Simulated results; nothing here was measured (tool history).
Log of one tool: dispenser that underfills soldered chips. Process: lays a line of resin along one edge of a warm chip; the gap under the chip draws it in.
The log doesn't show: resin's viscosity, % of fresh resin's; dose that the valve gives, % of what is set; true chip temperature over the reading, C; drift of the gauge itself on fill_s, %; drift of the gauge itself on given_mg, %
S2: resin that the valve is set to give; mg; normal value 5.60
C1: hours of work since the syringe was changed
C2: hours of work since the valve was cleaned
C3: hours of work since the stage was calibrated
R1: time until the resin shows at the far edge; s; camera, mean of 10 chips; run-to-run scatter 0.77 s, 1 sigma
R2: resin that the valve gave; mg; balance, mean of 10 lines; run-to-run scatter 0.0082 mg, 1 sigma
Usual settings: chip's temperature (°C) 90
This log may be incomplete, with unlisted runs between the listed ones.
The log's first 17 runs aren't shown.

-- hour=128.5 new syringe of resin
run 18 hour=134.0 | chip's_temperature_(°C)=90 S2=5.81 | C1=4 C2=37 C3=177 | R1=92.4 R2=5.737
run 19 hour=141.8 | chip's_temperature_(°C)=91 S2=7.11 | C1=8 C2=42 C3=182 | R1=123.5 R2=7.023
-- hour=147.1 new syringe of resin
run 20 hour=151.6 | chip's_temperature_(°C)=91 S2=7.11 | C1=3 C2=48 C3=188 | R1=83.3 R2=6.990
run 21 hour=160.9 | chip's_temperature_(°C)=91 S2=7.11 | C1=9 C2=54 C3=194 | R1=128.0 R2=6.986
-- hour=165.9 new syringe of resin
run 22 hour=170.4 | chip's_temperature_(°C)=94 S2=5.50 | C1=3 C2=60 C3=200 | R1=72.2 R2=5.399
run 23 hour=177.4 | chip's_temperature_(°C)=94 S2=5.50 | C1=7 C2=65 C3=205 | R1=101.2 R2=5.404
-- hour=185.0 new syringe of resin
run 24 hour=188.3 | chip's_temperature_(°C)=94 S2=5.50 | C1=2 C2=71 C3=211 | R1=71.8 R2=5.389
run 25 hour=195.7 | chip's_temperature_(°C)=77 S2=4.93 | C1=7 C2=76 C3=216 | R1=226.2 R2=4.803
run 26 hour=200.9 | chip's_temperature_(°C)=94 S2=5.60 | C1=10 C2=79 C3=219 | R1=122.8 R2=5.473
-- hour=203.7 new syringe of resin
run 27 hour=211.5 | chip's_temperature_(°C)=80 S2=5.67 | C1=5 C2=86 C3=226 | R1=165.9 R2=5.521
run 28 hour=221.2 | chip's_temperature_(°C)=80 S2=5.67 | C1=11 C2=92 C3=232 | R1=256.2 R2=5.512
-- hour=222.7 new syringe of resin
run 29 hour=230.8 | chip's_temperature_(°C)=80 S2=5.67 | C1=5 C2=98 C3=238 | R1=167.3 R2=5.511
-- hour=237.5 dispensing valve cleaned and set on the balance
run 30 hour=238.3 | chip's_temperature_(°C)=80 S2=5.67 | C1=9 C2=1 C3=242 | R1=223.8 R2=5.645
-- hour=242.5 new syringe of resin
run 31 hour=246.2 | chip's_temperature_(°C)=101 S2=4.94 | C1=2 C2=5 C3=247 | R1=55.4 R2=4.912
run 32 hour=257.1 | chip's_temperature_(°C)=98 S2=5.80 | C1=9 C2=12 C3=254 | R1=100.3 R2=5.754
-- hour=261.4 new syringe of resin
run 33 hour=262.4 | chip's_temperature_(°C)=98 S2=5.80 | C1=1 C2=15 C3=257 | R1=55.7 R2=5.766
run 34 hour=268.8 | chip's_temperature_(°C)=98 S2=5.80 | C1=5 C2=20 C3=261 | R1=72.1 R2=5.749
run 35 hour=277.6 | chip's_temperature_(°C)=98 S2=5.80 | C1=10 C2=25 C3=267 | R1=108.1 R2=5.742

Each row is a separate what-if for the run after 35, all from the same tool condition, not one after another. Results?
-- hour=280.8 new syringe of resin
run A hour=287.1 | chip's_temperature_(°C)=87 S2=7.16 | C1=4 C2=31 C3=273 | R1=? R2=?
-- hour=280.8 new syringe of resin
run B hour=287.1 | chip's_temperature_(°C)=81 S2=5.42 | C1=4 C2=31 C3=273 | R1=? R2=?
-- hour=280.8 new syringe of resin
run C hour=287.1 | chip's_temperature_(°C)=98 S2=6.04 | C1=4 C2=31 C3=273 | R1=? R2=?
-- hour=280.8 new syringe of resin
run D hour=287.1 | chip's_temperature_(°C)=100 S2=5.15 | C1=4 C2=31 C3=273 | R1=? R2=?

run=A R1=108.5 R2=7.063
run=B R1=146.9 R2=5.326
run=C R1=67.6 R2=5.960
run=D R1=64.3 R2=5.089
Without the tool's unlogged condition, the same runs would have read:
run=A R1=79.0 R2=7.160
run=B R1=106.5 R2=5.400
run=C R1=49.3 R2=6.042
run=D R1=47.0 R2=5.158

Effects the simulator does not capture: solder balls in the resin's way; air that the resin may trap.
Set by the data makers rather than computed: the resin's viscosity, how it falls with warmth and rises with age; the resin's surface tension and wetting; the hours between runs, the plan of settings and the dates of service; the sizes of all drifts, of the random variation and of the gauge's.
